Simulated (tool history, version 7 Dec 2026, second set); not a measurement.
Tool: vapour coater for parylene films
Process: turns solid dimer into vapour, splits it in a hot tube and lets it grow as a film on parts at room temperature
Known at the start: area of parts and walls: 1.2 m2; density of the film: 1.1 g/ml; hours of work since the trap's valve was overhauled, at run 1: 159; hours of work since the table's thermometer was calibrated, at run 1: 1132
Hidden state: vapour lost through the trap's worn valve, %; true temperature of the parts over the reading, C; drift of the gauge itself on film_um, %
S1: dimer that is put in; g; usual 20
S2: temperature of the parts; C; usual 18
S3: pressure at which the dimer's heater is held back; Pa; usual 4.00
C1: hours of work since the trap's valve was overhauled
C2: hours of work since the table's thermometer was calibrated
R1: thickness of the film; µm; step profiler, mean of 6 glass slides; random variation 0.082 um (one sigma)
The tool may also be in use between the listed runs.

{"run": 1, "day": 0.0, "S1": 20, "S2": 18, "S3": 4.0, "C1": 159, "C2": 1132, "R1": 9.39}
{"run": 2, "day": 1.296, "S1": 20, "S2": 18, "S3": 10.04, "C1": 182, "C2": 1155, "R1": 8.37}
{"run": 3, "day": 3.242, "S1": 20, "S2": 18, "S3": 10.04, "C1": 215, "C2": 1188, "R1": 8.12}
{"run": 4, "day": 4.708, "S1": 12, "S2": 18, "S3": 4.0, "C1": 241, "C2": 1214, "R1": 5.35}
{"day": 5.475, "done": "trap's valve overhauled"}
{"run": 5, "day": 6.567, "S1": 12, "S2": 18, "S3": 4.0, "C1": 19, "C2": 1243, "R1": 5.8}
{"run": 6, "day": 8.125, "S1": 30, "S2": 18, "S3": 9.75, "C1": 46, "C2": 1271, "R1": 13.1}
{"run": 7, "day": 10.008, "S1": 16, "S2": 14, "S3": 9.75, "C1": 79, "C2": 1303, "R1": 8.02}
{"run": 8, "day": 11.471, "S1": 20, "S2": 18, "S3": 2.57, "C1": 104, "C2": 1329, "R1": 9.8}
{"run": 9, "day": 12.983, "S1": 20, "S2": 18, "S3": 2.57, "C1": 131, "C2": 1355, "R1": 9.9}
{"run": 10, "day": 14.196, "S1": 13, "S2": 18, "S3": 6.31, "C1": 152, "C2": 1376, "R1": 5.73}

4 ways to go on from here, each from the tool as it stands after run 10. What would each give?
{"run": "A", "day": 15.217, "S1": 20, "S2": 18, "S3": 2.37, "C1": 170, "C2": 1394, "R1": "?"}
{"run": "B", "day": 15.217, "S1": 8, "S2": 14, "S3": 6.31, "C1": 170, "C2": 1394, "R1": "?"}
{"run": "C", "day": 15.217, "S1": 22, "S2": 12, "S3": 2.49, "C1": 170, "C2": 1394, "R1": "?"}
{"run": "D", "day": 15.217, "S1": 13, "S2": 19, "S3": 2.21, "C1": 170, "C2": 1394, "R1": "?"}

run=A R1=9.95
run=B R1=4.11
run=C R1=13.32
run=D R1=6.20
Without the tool's hidden state the same runs would have given:
run=A R1=10.77
run=B R1=4.45
run=C R1=14.43
run=D R1=6.71
